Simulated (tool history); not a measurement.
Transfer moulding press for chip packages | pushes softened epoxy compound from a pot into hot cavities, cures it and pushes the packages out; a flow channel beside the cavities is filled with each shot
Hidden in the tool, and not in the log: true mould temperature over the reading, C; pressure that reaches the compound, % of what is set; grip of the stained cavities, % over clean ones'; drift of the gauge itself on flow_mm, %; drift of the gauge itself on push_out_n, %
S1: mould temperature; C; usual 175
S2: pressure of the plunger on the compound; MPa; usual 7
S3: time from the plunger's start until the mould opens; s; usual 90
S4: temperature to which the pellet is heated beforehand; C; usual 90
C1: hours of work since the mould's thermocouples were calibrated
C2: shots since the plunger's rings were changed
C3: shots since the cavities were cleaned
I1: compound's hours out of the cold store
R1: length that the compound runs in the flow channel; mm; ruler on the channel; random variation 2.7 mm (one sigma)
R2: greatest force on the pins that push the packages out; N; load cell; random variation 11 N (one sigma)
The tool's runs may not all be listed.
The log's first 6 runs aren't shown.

Run 7, day 1.867: usual settings; C1 165; C2 3846; C3 333; I1 31.3. Result: R1 712 mm, R2 904 N.
Run 8, day 2.288: usual settings; C1 172; C2 3984; C3 471; I1 17.1. Result: R1 741 mm, R2 1003 N.
Run 9, day 2.608: usual settings; C1 177; C2 4089; C3 576; I1 33.7. Result: R1 702 mm, R2 1067 N.
Run 10, day 2.858: usual settings but S2 8.38 MPa; C1 181; C2 4170; C3 657; I1 24.5. Result: R1 787 mm, R2 1015 N.
At day 3.296: cavities cleaned with cleaning compound and waxed.
Run 11, day 3.296: usual settings but S2 8.38 MPa; C1 187; C2 4293; C3 0; I1 22.9. Result: R1 795 mm, R2 507 N.
At day 3.575: plunger's sealing rings changed.
Run 12, day 3.796: usual settings but S2 8.38 MPa; C1 194; C2 72; C3 129; I1 8.6. Result: R1 896 mm, R2 717 N.
Run 13, day 4.221: usual settings but S2 6.12 MPa; C1 201; C2 211; C3 268; I1 17.2. Result: R1 745 mm, R2 846 N.
Run 14, day 4.433: usual settings but S2 6.12 MPa; C1 204; C2 281; C3 338; I1 26.7. Result: R1 724 mm, R2 909 N.
Run 15, day 4.688: usual settings but S2 6.12 MPa, S3 112 s; C1 208; C2 364; C3 421; I1 9.6. Result: R1 766 mm, R2 863 N.
Run 16, day 4.862: usual settings but S2 6.12 MPa, S3 112 s; C1 211; C2 421; C3 478; I1 42.7. Result: R1 683 mm, R2 871 N.
Run 17, day 5.238: usual settings but S2 6.12 MPa, S3 112 s; C1 217; C2 543; C3 600; I1 12.1. Result: R1 759 mm, R2 946 N.
Run 18, day 5.538: usual settings but S1 178 C, S2 6.12 MPa, S3 102 s, S4 97 C; C1 222; C2 642; C3 699; I1 44.3. Result: R1 664 mm, R2 949 N.
At day 5.867: cavities cleaned with cleaning compound and waxed.
Run 19, day 6.012: usual settings but S2 6.12 MPa, S4 88 C; C1 229; C2 777; C3 49; I1 19.9. Result: R1 734 mm, R2 608 N.
Run 20, day 6.204: usual settings but S2 6.12 MPa, S3 80 s, S4 88 C; C1 232; C2 838; C3 110; I1 34.6. Result: R1 698 mm, R2 794 N.
Run 21, day 6.454: usual settings but S1 176 C, S2 5.71 MPa, S3 104 s, S4 91 C; C1 236; C2 921; C3 193; I1 24.3. Result: R1 696 mm, R2 716 N.
Run 22, day 6.671: usual settings but S2 5.87 MPa; C1 240; C2 991; C3 263; I1 45.6. Result: R1 657 mm, R2 838 N.

Run 23 comes next. What will it give?
Run 23, day 7.054: usual settings but S2 5.87 MPa; C1 246; C2 1117; C3 389; I1 22.2. Result: R1 ?, R2 ?.

{"run 23": {"R1": 707, "R2": 951}}
Without the tool's hidden state the same run would have given R1 720 mm, R2 498 N.
